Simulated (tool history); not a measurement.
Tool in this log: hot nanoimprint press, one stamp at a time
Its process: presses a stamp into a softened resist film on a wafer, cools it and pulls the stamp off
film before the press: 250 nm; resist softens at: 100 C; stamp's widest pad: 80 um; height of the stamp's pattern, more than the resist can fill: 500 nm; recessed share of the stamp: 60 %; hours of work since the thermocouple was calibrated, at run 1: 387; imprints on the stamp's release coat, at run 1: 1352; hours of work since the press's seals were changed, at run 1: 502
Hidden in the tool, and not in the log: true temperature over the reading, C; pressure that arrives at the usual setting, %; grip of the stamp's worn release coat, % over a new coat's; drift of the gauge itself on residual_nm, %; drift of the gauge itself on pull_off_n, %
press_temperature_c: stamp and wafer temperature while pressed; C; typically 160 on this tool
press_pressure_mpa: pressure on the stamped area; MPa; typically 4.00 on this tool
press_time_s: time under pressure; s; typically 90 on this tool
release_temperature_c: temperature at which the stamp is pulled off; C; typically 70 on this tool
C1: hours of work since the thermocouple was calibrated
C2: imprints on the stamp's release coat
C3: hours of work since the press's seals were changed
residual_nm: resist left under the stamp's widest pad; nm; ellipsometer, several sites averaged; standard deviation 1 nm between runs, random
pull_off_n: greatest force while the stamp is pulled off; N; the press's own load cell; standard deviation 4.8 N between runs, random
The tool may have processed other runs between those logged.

run 1 day=0.000 | press_temperature_c=160 press_pressure_mpa=4.00 press_time_s=90 release_temperature_c=70 | C1=387 C2=1352 C3=502 | residual_nm=132.5 pull_off_n=243
run 2 day=0.788 | press_temperature_c=160 press_pressure_mpa=4.00 press_time_s=90 release_temperature_c=70 | C1=401 C2=1406 C3=516 | residual_nm=133.3 pull_off_n=248
run 3 day=1.312 | press_temperature_c=160 press_pressure_mpa=4.00 press_time_s=90 release_temperature_c=70 | C1=410 C2=1441 C3=525 | residual_nm=134.0 pull_off_n=252
run 4 day=2.238 | press_temperature_c=160 press_pressure_mpa=4.00 press_time_s=90 release_temperature_c=70 | C1=426 C2=1503 C3=541 | residual_nm=133.0 pull_off_n=251
run 5 day=2.846 | press_temperature_c=160 press_pressure_mpa=4.00 press_time_s=90 release_temperature_c=70 | C1=437 C2=1544 C3=552 | residual_nm=133.7 pull_off_n=261
run 6 day=3.758 | press_temperature_c=160 press_pressure_mpa=4.00 press_time_s=90 release_temperature_c=70 | C1=453 C2=1606 C3=568 | residual_nm=132.8 pull_off_n=248
run 7 day=4.808 | press_temperature_c=160 press_pressure_mpa=4.00 press_time_s=90 release_temperature_c=70 | C1=471 C2=1677 C3=586 | residual_nm=131.1 pull_off_n=258
run 8 day=5.938 | press_temperature_c=160 press_pressure_mpa=4.00 press_time_s=138 release_temperature_c=70 | C1=490 C2=1753 C3=606 | residual_nm=111.6 pull_off_n=238
run 9 day=6.662 | press_temperature_c=160 press_pressure_mpa=4.00 press_time_s=90 release_temperature_c=63 | C1=503 C2=1802 C3=618 | residual_nm=132.2 pull_off_n=302
run 10 day=7.746 | press_temperature_c=160 press_pressure_mpa=4.00 press_time_s=90 release_temperature_c=63 | C1=522 C2=1875 C3=637 | residual_nm=131.0 pull_off_n=300
run 11 day=8.771 | press_temperature_c=160 press_pressure_mpa=5.07 press_time_s=90 release_temperature_c=70 | C1=539 C2=1944 C3=655 | residual_nm=118.5 pull_off_n=258
-- day=9.804 plate thermocouple calibrated
run 12 day=9.879 | press_temperature_c=160 press_pressure_mpa=5.07 press_time_s=90 release_temperature_c=70 | C1=1 C2=2011 C3=672 | residual_nm=136.1 pull_off_n=264
run 13 day=10.900 | press_temperature_c=160 press_pressure_mpa=5.07 press_time_s=90 release_temperature_c=70 | C1=19 C2=2080 C3=689 | residual_nm=131.7 pull_off_n=276
run 14 day=11.800 | press_temperature_c=160 press_pressure_mpa=5.07 press_time_s=90 release_temperature_c=70 | C1=35 C2=2140 C3=705 | residual_nm=134.9 pull_off_n=277
run 15 day=12.829 | press_temperature_c=160 press_pressure_mpa=4.00 press_time_s=90 release_temperature_c=70 | C1=52 C2=2210 C3=723 | residual_nm=144.0 pull_off_n=279
run 16 day=13.858 | press_temperature_c=160 press_pressure_mpa=4.00 press_time_s=90 release_temperature_c=70 | C1=70 C2=2279 C3=741 | residual_nm=143.0 pull_off_n=272
-- day=14.233 stamp cleaned and given a new release coat
run 17 day=14.696 | press_temperature_c=160 press_pressure_mpa=4.00 press_time_s=90 release_temperature_c=70 | C1=81 C2=31 C3=751 | residual_nm=143.2 pull_off_n=226
run 18 day=15.392 | press_temperature_c=164 press_pressure_mpa=3.72 press_time_s=90 release_temperature_c=70 | C1=93 C2=78 C3=763 | residual_nm=117.1 pull_off_n=223
run 19 day=16.521 | press_temperature_c=164 press_pressure_mpa=3.72 press_time_s=90 release_temperature_c=70 | C1=112 C2=154 C3=783 | residual_nm=115.1 pull_off_n=229
run 20 day=17.342 | press_temperature_c=160 press_pressure_mpa=2.60 press_time_s=60 release_temperature_c=76 | C1=126 C2=209 C3=797 | residual_nm=180.3 pull_off_n=189
run 21 day=18.371 | press_temperature_c=160 press_pressure_mpa=2.60 press_time_s=60 release_temperature_c=76 | C1=144 C2=279 C3=815 | residual_nm=179.9 pull_off_n=198
run 22 day=19.221 | press_temperature_c=160 press_pressure_mpa=2.89 press_time_s=90 release_temperature_c=70 | C1=159 C2=336 C3=830 | residual_nm=155.8 pull_off_n=240
run 23 day=20.242 | press_temperature_c=160 press_pressure_mpa=3.50 press_time_s=62 release_temperature_c=59 | C1=177 C2=405 C3=847 | residual_nm=165.7 pull_off_n=302
run 24 day=21.196 | press_temperature_c=157 press_pressure_mpa=4.00 press_time_s=90 release_temperature_c=57 | C1=193 C2=470 C3=864 | residual_nm=163.8 pull_off_n=331
run 25 day=21.983 | press_temperature_c=157 press_pressure_mpa=4.00 press_time_s=90 release_temperature_c=57 | C1=207 C2=523 C3=877 | residual_nm=162.2 pull_off_n=316
run 26 day=23.196 | press_temperature_c=161 press_pressure_mpa=3.05 press_time_s=90 release_temperature_c=63 | C1=228 C2=605 C3=898 | residual_nm=145.8 pull_off_n=282
run 27 day=24.433 | press_temperature_c=161 press_pressure_mpa=3.05 press_time_s=90 release_temperature_c=63 | C1=250 C2=688 C3=920 | residual_nm=143.5 pull_off_n=284
run 28 day=25.092 | press_temperature_c=151 press_pressure_mpa=4.00 press_time_s=72 release_temperature_c=70 | C1=261 C2=732 C3=931 | residual_nm=209.4 pull_off_n=238
run 29 day=25.954 | press_temperature_c=160 press_pressure_mpa=4.43 press_time_s=90 release_temperature_c=70 | C1=276 C2=791 C3=946 | residual_nm=133.7 pull_off_n=236
run 30 day=26.517 | press_temperature_c=160 press_pressure_mpa=2.77 press_time_s=49 release_temperature_c=70 | C1=286 C2=829 C3=956 | residual_nm=183.0 pull_off_n=234
run 31 day=27.692 | press_temperature_c=152 press_pressure_mpa=2.77 press_time_s=102 release_temperature_c=64 | C1=306 C2=908 C3=976 | residual_nm=202.0 pull_off_n=275

Each row is a separate what-if for the run after 31, all from the same tool condition, not one after another. Results?
run A day=28.192 | press_temperature_c=160 press_pressure_mpa=4.49 press_time_s=90 release_temperature_c=70 | C1=315 C2=942 C3=985 | residual_nm=? pull_off_n=?
run B day=28.192 | press_temperature_c=152 press_pressure_mpa=3.68 press_time_s=76 release_temperature_c=59 | C1=315 C2=942 C3=985 | residual_nm=? pull_off_n=?
run C day=28.192 | press_temperature_c=158 press_pressure_mpa=4.28 press_time_s=90 release_temperature_c=60 | C1=315 C2=942 C3=985 | residual_nm=? pull_off_n=?

run=A residual_nm=131.9 pull_off_n=240
run=B residual_nm=203.9 pull_off_n=324
run=C residual_nm=149.4 pull_off_n=304
Take away the tool's hidden state, keep each run's random variation, and the runs would have read:
run=A residual_nm=138.9 pull_off_n=231
run=B residual_nm=210.3 pull_off_n=309
run=C residual_nm=157.0 pull_off_n=290

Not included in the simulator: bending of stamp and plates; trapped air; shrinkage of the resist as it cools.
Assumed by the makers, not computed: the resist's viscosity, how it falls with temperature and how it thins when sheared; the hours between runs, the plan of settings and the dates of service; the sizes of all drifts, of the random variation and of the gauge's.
